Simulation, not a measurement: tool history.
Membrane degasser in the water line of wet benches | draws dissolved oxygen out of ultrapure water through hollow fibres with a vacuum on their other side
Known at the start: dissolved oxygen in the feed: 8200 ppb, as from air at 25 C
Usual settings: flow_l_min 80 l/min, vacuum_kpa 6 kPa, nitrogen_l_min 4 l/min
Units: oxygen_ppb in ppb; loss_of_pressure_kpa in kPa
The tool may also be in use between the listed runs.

Run 1, day 0: usual settings. Result: oxygen_ppb 202.4 ppb, loss_of_pressure_kpa 51.44 kPa.
Run 2, day 3.233: usual settings. Result: oxygen_ppb 205.3 ppb, loss_of_pressure_kpa 51.46 kPa.
Run 3, day 6.2: usual settings but flow_l_min 53 l/min. Result: oxygen_ppb 125.4 ppb, loss_of_pressure_kpa 33.77 kPa.
Run 4, day 9.588: usual settings but flow_l_min 53 l/min. Result: oxygen_ppb 127.1 ppb, loss_of_pressure_kpa 33.69 kPa.
Run 5, day 11.617: usual settings but flow_l_min 53 l/min. Result: oxygen_ppb 126.9 ppb, loss_of_pressure_kpa 33.83 kPa.
Run 6, day 14.696: usual settings. Result: oxygen_ppb 203.6 ppb, loss_of_pressure_kpa 51.45 kPa.
At day 15.008: vacuum gauge calibrated.
Run 7, day 16.238: usual settings but vacuum_kpa 4.16 kPa, nitrogen_l_min 4.39 l/min. Result: oxygen_ppb 125.3 ppb, loss_of_pressure_kpa 50.96 kPa.
Run 8, day 19.183: usual settings but vacuum_kpa 4.16 kPa, nitrogen_l_min 4.39 l/min. Result: oxygen_ppb 127 ppb, loss_of_pressure_kpa 50.96 kPa.
Run 9, day 21.167: usual settings but flow_l_min 75 l/min, vacuum_kpa 4.51 kPa, nitrogen_l_min 5.87 l/min. Result: oxygen_ppb 114.2 ppb, loss_of_pressure_kpa 48.16 kPa.
Run 10, day 23.433: usual settings but flow_l_min 82 l/min, vacuum_kpa 11.97 kPa, nitrogen_l_min 1.85 l/min. Result: oxygen_ppb 803.7 ppb, loss_of_pressure_kpa 52.4 kPa.
Run 11, day 24.979: usual settings but flow_l_min 82 l/min, vacuum_kpa 11.97 kPa, nitrogen_l_min 1.85 l/min. Result: oxygen_ppb 793.7 ppb, loss_of_pressure_kpa 52.42 kPa.
Run 12, day 27.462: usual settings but vacuum_kpa 4.26 kPa, nitrogen_l_min 3.97 l/min. Result: oxygen_ppb 134.2 ppb, loss_of_pressure_kpa 51.52 kPa.

3 ways to go on from here, each from the tool as it stands after run 12. What would each give?
Run A, day 29.338: usual settings but flow_l_min 89 l/min, vacuum_kpa 4.95 kPa, nitrogen_l_min 4.92 l/min. Result: oxygen_ppb ?, loss_of_pressure_kpa ?.
Run B, day 29.338: usual settings but vacuum_kpa 8.63 kPa, nitrogen_l_min 2.28 l/min. Result: oxygen_ppb ?, loss_of_pressure_kpa ?.
Run C, day 29.338: usual settings but flow_l_min 58 l/min, vacuum_kpa 6.42 kPa, nitrogen_l_min 9.69 l/min. Result: oxygen_ppb ?, loss_of_pressure_kpa ?.

run  oxygen_ppb  loss_of_pressure_kpa
  A       170.2                 56.73
  B       470.3                    51
  C        93.7                  37.3
Without the tool's hidden state the same runs would have given:
run  oxygen_ppb  loss_of_pressure_kpa
  A       158.9                 56.34
  B       453.5                 50.64
  C          89                 37.04
